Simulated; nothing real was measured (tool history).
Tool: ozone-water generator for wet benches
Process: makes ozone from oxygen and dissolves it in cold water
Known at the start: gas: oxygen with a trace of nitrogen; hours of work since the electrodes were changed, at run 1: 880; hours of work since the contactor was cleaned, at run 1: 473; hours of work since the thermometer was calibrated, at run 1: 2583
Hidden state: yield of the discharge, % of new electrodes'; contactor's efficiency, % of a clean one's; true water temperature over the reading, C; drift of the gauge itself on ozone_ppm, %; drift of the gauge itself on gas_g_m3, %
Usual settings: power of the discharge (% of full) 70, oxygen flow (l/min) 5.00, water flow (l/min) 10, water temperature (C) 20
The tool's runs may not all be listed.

| run | hour | power of the discharge (% of full) | oxygen flow (l/min) | water flow (l/min) | water temperature (C) | hours of work since the electrodes were changed | hours of work since the contactor was cleaned | hours of work since the thermometer was calibrated | dissolved ozone (ppm) | ozone in the gas ahead of the water (g/m3) |
|---|---|---|---|---|---|---|---|---|---|---|
| 1 | 0.0 | 70 | 5.00 | 10 | 20 | 880 | 473 | 2583 | 17.9 | 137.9 |
| 2 | 22.0 | 70 | 5.00 | 10 | 20 | 901 | 493 | 2603 | 17.6 | 137.4 |
| 3 | 57.7 | 48 | 5.00 | 10 | 20 | 934 | 526 | 2636 | 13.0 | 102.1 |
| 4 | 77.5 | 70 | 5.00 | 10 | 18 | 952 | 544 | 2654 | 18.1 | 138.1 |
| 5 | 105.3 | 70 | 5.00 | 10 | 18 | 978 | 570 | 2680 | 18.1 | 136.9 |
| 6 | 123.8 | 70 | 5.00 | 10 | 12 | 995 | 587 | 2697 | 20.4 | 137.9 |
| 7 | 159.0 | 70 | 5.00 | 10 | 12 | 1027 | 619 | 2729 | 20.0 | 137.1 |
| 8 | 189.8 | 70 | 3.10 | 10 | 20 | 1055 | 648 | 2758 | 17.3 | 169.5 |
| 9 | 218.7 | 70 | 3.10 | 10 | 20 | 1082 | 674 | 2784 | 17.3 | 168.4 |
| 10 | 239.4 | 70 | 5.00 | 10 | 13 | 1101 | 693 | 2804 | 19.7 | 137.0 |
| 11 | 263.2 | 70 | 5.00 | 10 | 23 | 1123 | 715 | 2825 | 16.3 | 136.0 |
| 12 | 298.2 | 70 | 5.00 | 10 | 20 | 1155 | 747 | 2858 | 17.3 | 137.7 |
| 13 | 326.5 | 96 | 5.00 | 10 | 20 | 1181 | 774 | 2884 | 22.1 | 175.9 |
|  | 330.5 | water thermometer calibrated |
| 14 | 353.9 | 96 | 5.00 | 10 | 20 | 1206 | 798 | 22 | 22.2 | 175.1 |
| 15 | 390.6 | 70 | 5.00 | 10 | 20 | 1240 | 832 | 55 | 17.2 | 136.2 |
| 16 | 415.1 | 70 | 5.00 | 10 | 19 | 1263 | 855 | 78 | 17.4 | 136.6 |
| 17 | 447.7 | 70 | 5.00 | 10 | 19 | 1293 | 885 | 108 | 17.4 | 134.6 |
| 18 | 471.9 | 47 | 8.14 | 11 | 20 | 1315 | 907 | 130 | 10.9 | 79.3 |
| 19 | 497.3 | 42 | 8.14 | 9 | 20 | 1338 | 930 | 154 | 11.6 | 72.5 |
| 20 | 529.3 | 42 | 8.14 | 9 | 20 | 1368 | 960 | 183 | 11.6 | 72.5 |
| 21 | 548.5 | 70 | 7.83 | 10 | 25 | 1385 | 978 | 201 | 14.2 | 111.0 |
|  | 565.0 | water thermometer calibrated, once more |
| 22 | 568.9 | 55 | 7.83 | 10 | 25 | 1404 | 996 | 4 | 12.1 | 92.3 |
| 23 | 603.7 | 44 | 5.54 | 7 | 20 | 1436 | 1028 | 36 | 15.0 | 88.6 |
| 24 | 635.1 | 44 | 5.54 | 8 | 13 | 1465 | 1057 | 65 | 15.8 | 88.7 |
| 25 | 659.5 | 44 | 5.24 | 8 | 23 | 1487 | 1080 | 87 | 12.8 | 90.9 |
| 26 | 690.5 | 44 | 5.24 | 14 | 23 | 1516 | 1108 | 116 | 8.4 | 91.0 |
| 27 | 727.8 | 70 | 5.00 | 10 | 17 | 1550 | 1142 | 150 | 17.9 | 133.5 |
| 28 | 748.0 | 81 | 5.00 | 14 | 13 | 1569 | 1161 | 169 | 16.1 | 150.3 |
| 29 | 770.6 | 81 | 5.00 | 14 | 13 | 1590 | 1182 | 190 | 16.2 | 151.4 |
| 30 | 797.7 | 99 | 4.72 | 15 | 23 | 1615 | 1207 | 214 | 15.1 | 177.9 |
| 31 | 814.8 | 73 | 3.33 | 12 | 23 | 1630 | 1223 | 230 | 14.2 | 164.5 |
| 32 | 848.1 | 73 | 3.33 | 12 | 23 | 1661 | 1253 | 261 | 14.2 | 163.9 |

5 ways to go on from here, each from the tool as it stands after run 32. What would each give?
| A | 870.3 | 73 | 3.69 | 12 | 23 | 1682 | 1274 | 281 | ? | ? |
| B | 870.3 | 70 | 7.88 | 10 | 20 | 1682 | 1274 | 281 | ? | ? |
| C | 870.3 | 56 | 5.00 | 10 | 20 | 1682 | 1274 | 281 | ? | ? |
| D | 870.3 | 70 | 5.00 | 10 | 25 | 1682 | 1274 | 281 | ? | ? |
| E | 870.3 | 70 | 5.00 | 11 | 20 | 1682 | 1274 | 281 | ? | ? |

| run | dissolved ozone (ppm) | ozone in the gas ahead of the water (g/m3) |
|---|---|---|
| A | 14.2 | 157.1 |
| B | 16.0 | 109.1 |
| C | 14.0 | 112.6 |
| D | 15.2 | 132.9 |
| E | 15.8 | 132.1 |
Without the tool's hidden state the same runs would have given:
| run | dissolved ozone (ppm) | ozone in the gas ahead of the water (g/m3) |
|---|---|---|
| A | 16.1 | 173.1 |
| B | 18.1 | 119.8 |
| C | 15.6 | 121.5 |
| D | 17.1 | 146.0 |
| E | 17.8 | 145.2 |
